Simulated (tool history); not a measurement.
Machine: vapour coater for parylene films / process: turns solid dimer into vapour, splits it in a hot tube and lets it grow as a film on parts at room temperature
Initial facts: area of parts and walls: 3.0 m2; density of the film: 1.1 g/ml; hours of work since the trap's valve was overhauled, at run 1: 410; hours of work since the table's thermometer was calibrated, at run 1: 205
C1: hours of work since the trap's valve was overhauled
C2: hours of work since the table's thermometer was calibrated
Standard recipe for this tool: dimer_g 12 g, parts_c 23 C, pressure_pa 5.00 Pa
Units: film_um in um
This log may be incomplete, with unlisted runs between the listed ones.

Run 1, day 0.000: usual settings; C1 410; C2 205. Result: film_um 2.31 um.
Run 2, day 0.621: usual settings but dimer_g 20 g; C1 418; C2 214. Result: film_um 3.84 um.
Run 3, day 1.154: usual settings but dimer_g 20 g; C1 425; C2 221. Result: film_um 3.84 um.
Run 4, day 1.612: usual settings but dimer_g 20 g; C1 431; C2 227. Result: film_um 3.82 um.
Run 5, day 2.200: usual settings; C1 439; C2 235. Result: film_um 2.30 um.
Run 6, day 3.058: usual settings; C1 451; C2 247. Result: film_um 2.31 um.
Run 7, day 3.762: usual settings; C1 461; C2 256. Result: film_um 2.33 um.
Run 8, day 4.125: usual settings; C1 466; C2 261. Result: film_um 2.29 um.
Run 9, day 4.508: usual settings but pressure_pa 5.16 Pa; C1 471; C2 267. Result: film_um 2.28 um.
Run 10, day 4.979: usual settings but pressure_pa 5.16 Pa; C1 477; C2 273. Result: film_um 2.26 um.
Run 11, day 5.558: usual settings but pressure_pa 5.16 Pa; C1 485; C2 281. Result: film_um 2.27 um.
Run 12, day 6.000: usual settings but pressure_pa 5.16 Pa; C1 491; C2 287. Result: film_um 2.28 um.
Run 13, day 6.654: usual settings but pressure_pa 5.16 Pa; C1 500; C2 296. Result: film_um 2.26 um.
Run 14, day 7.512: usual settings; C1 512; C2 307. Result: film_um 2.30 um.
Run 15, day 7.962: usual settings; C1 518; C2 313. Result: film_um 2.29 um.
Run 16, day 8.700: usual settings; C1 528; C2 323. Result: film_um 2.29 um.
Run 17, day 9.288: usual settings; C1 536; C2 331. Result: film_um 2.27 um.
Run 18, day 9.650: usual settings; C1 540; C2 336. Result: film_um 2.26 um.
Run 19, day 10.371: usual settings but parts_c 19 C; C1 550; C2 346. Result: film_um 2.63 um.
Run 20, day 10.921: usual settings but parts_c 19 C; C1 558; C2 354. Result: film_um 2.61 um.
Run 21, day 11.279: usual settings but parts_c 17 C, pressure_pa 5.62 Pa; C1 563; C2 359. Result: film_um 2.74 um.
Run 22, day 11.704: usual settings but dimer_g 6 g, parts_c 27 C, pressure_pa 2.47 Pa; C1 568; C2 364. Result: film_um 1.17 um.
Run 23, day 12.200: usual settings but pressure_pa 2.41 Pa; C1 575; C2 371. Result: film_um 2.75 um.
Run 24, day 12.904: usual settings but dimer_g 15 g, pressure_pa 2.92 Pa; C1 585; C2 381. Result: film_um 3.25 um.
Run 25, day 13.712: usual settings but dimer_g 15 g, pressure_pa 2.92 Pa; C1 596; C2 392. Result: film_um 3.24 um.
Run 26, day 14.533: usual settings but dimer_g 6 g, parts_c 29 C, pressure_pa 9.28 Pa; C1 607; C2 403. Result: film_um 0.78 um.
Run 27, day 15.358: usual settings but parts_c 24 C, pressure_pa 3.84 Pa; C1 618; C2 414. Result: film_um 2.33 um.
Run 28, day 15.783: usual settings but parts_c 24 C, pressure_pa 6.78 Pa; C1 624; C2 420. Result: film_um 2.04 um.
Run 29, day 16.467: usual settings but dimer_g 17 g, parts_c 16 C, pressure_pa 7.63 Pa; C1 633; C2 429. Result: film_um 3.69 um.
Run 30, day 17.050: usual settings but pressure_pa 2.90 Pa; C1 641; C2 437. Result: film_um 2.59 um.
Run 31, day 17.608: usual settings but dimer_g 9 g, parts_c 31 C, pressure_pa 2.14 Pa; C1 649; C2 444. Result: film_um 1.54 um.
Run 32, day 18.150: usual settings but dimer_g 21 g, pressure_pa 9.56 Pa; C1 656; C2 452. Result: film_um 3.31 um.
At day 18.804: trap's valve overhauled.
Run 33, day 18.846: usual settings but parts_c 21 C, pressure_pa 8.57 Pa; C1 1; C2 459. Result: film_um 2.31 um.
Run 34, day 19.308: usual settings but dimer_g 14 g, parts_c 28 C; C1 7; C2 465. Result: film_um 2.41 um.
Run 35, day 20.138: usual settings but dimer_g 6 g, pressure_pa 2.18 Pa; C1 18; C2 476. Result: film_um 1.52 um.
Run 36, day 20.733: usual settings but dimer_g 10 g, pressure_pa 11.18 Pa; C1 26; C2 485. Result: film_um 1.67 um.
Run 37, day 21.250: usual settings but dimer_g 10 g, parts_c 17 C, pressure_pa 11.61 Pa; C1 33; C2 492. Result: film_um 2.06 um.
Run 38, day 21.992: usual settings but dimer_g 10 g, parts_c 17 C, pressure_pa 11.61 Pa; C1 43; C2 502. Result: film_um 2.03 um.
Run 39, day 22.846: usual settings but dimer_g 6 g, parts_c 17 C, pressure_pa 11.61 Pa; C1 55; C2 513. Result: film_um 1.22 um.

What differs in the tool's unlogged condition from the final listed run ahead of each entry between runs to the first listed run following it?
Runs 32 to 33: trap's valve overhauled (day 18.804)
  vapour lost through the trap's worn valve, %: 8.3 -> 0.2
  measured less the result without the state, film_um: -0.27 -> +0.01 um
